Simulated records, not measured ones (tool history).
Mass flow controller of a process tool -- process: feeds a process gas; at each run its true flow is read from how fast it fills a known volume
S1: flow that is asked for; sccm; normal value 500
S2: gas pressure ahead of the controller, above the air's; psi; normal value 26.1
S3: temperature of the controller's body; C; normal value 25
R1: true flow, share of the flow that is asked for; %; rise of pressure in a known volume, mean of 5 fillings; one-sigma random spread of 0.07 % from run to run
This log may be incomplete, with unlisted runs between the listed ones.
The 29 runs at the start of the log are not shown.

Run 30, hour 11493.9: usual settings but S1 351 sccm, S2 36.3 psi. Result: R1 91.57 %.
Run 31, hour 11721.2: usual settings but S1 351 sccm, S2 36.3 psi. Result: R1 91.53 %.
At hour 11785.9: controller exchanged for a calibrated one.
Run 32, hour 12166.3: usual settings but S1 136 sccm, S2 25.8 psi, S3 31 C. Result: R1 98.09 %.
Run 33, hour 12582.7: usual settings but S2 29.0 psi. Result: R1 98.58 %.
Run 34, hour 12896.0: usual settings but S1 224 sccm, S2 35.8 psi. Result: R1 97.50 %.
Run 35, hour 13354.3: usual settings but S1 128 sccm, S2 25.1 psi, S3 23 C. Result: R1 94.98 %.
Run 36, hour 13771.2: usual settings but S1 128 sccm, S2 25.1 psi, S3 23 C. Result: R1 94.14 %.
Run 37, hour 14187.1: usual settings but S1 128 sccm, S2 25.1 psi, S3 23 C. Result: R1 93.35 %.
Run 38, hour 14513.2: usual settings but S1 128 sccm, S2 25.1 psi, S3 23 C. Result: R1 92.68 %.
Run 39, hour 14779.5: usual settings but S1 128 sccm, S2 25.1 psi, S3 23 C. Result: R1 92.30 %.
Run 40, hour 15219.3: usual settings but S1 151 sccm, S2 21.5 psi, S3 38 C. Result: R1 93.93 %.
Run 41, hour 15526.4: usual settings but S1 210 sccm, S2 40.0 psi, S3 39 C. Result: R1 95.61 %.
Run 42, hour 15914.4: usual settings but S1 285 sccm, S2 20.6 psi, S3 23 C. Result: R1 94.12 %.
Run 43, hour 16285.6: usual settings but S1 285 sccm, S2 20.6 psi, S3 23 C. Result: R1 93.75 %.
Run 44, hour 16750.2: usual settings but S1 594 sccm, S2 29.4 psi, S3 26 C. Result: R1 96.38 %.
Run 45, hour 17066.4: usual settings but S1 594 sccm, S2 29.4 psi, S3 30 C. Result: R1 96.65 %.
Run 46, hour 17606.2: usual settings but S1 353 sccm, S2 21.6 psi, S3 30 C. Result: R1 94.09 %.
Run 47, hour 18038.6: usual settings but S1 321 sccm, S3 34 C. Result: R1 93.88 %.
Run 48, hour 18381.2: usual settings but S1 504 sccm, S2 24.7 psi, S3 24 C. Result: R1 94.19 %.

Each row is a separate what-if for the run after 48, all from the same tool condition, not one after another. Results?
At hour 18831.7: controller's zero set anew.
Run A, hour 18896.7: usual settings but S1 346 sccm, S2 22.3 psi. Result: R1 ?.
At hour 18831.7: controller's zero set anew.
Run B, hour 18896.7: usual settings but S1 325 sccm, S2 23.5 psi, S3 38 C. Result: R1 ?.
At hour 18831.7: controller's zero set anew.
Run C, hour 18896.7: usual settings but S1 663 sccm, S2 24.7 psi, S3 24 C. Result: R1 ?.

run     R1
  A  96.37
  B  97.78
  C  97.08
The same runs, with their run-to-run variation unchanged, on a tool lacking any hidden condition would have given:
run     R1
  A  98.33
  B  99.75
  C  98.97

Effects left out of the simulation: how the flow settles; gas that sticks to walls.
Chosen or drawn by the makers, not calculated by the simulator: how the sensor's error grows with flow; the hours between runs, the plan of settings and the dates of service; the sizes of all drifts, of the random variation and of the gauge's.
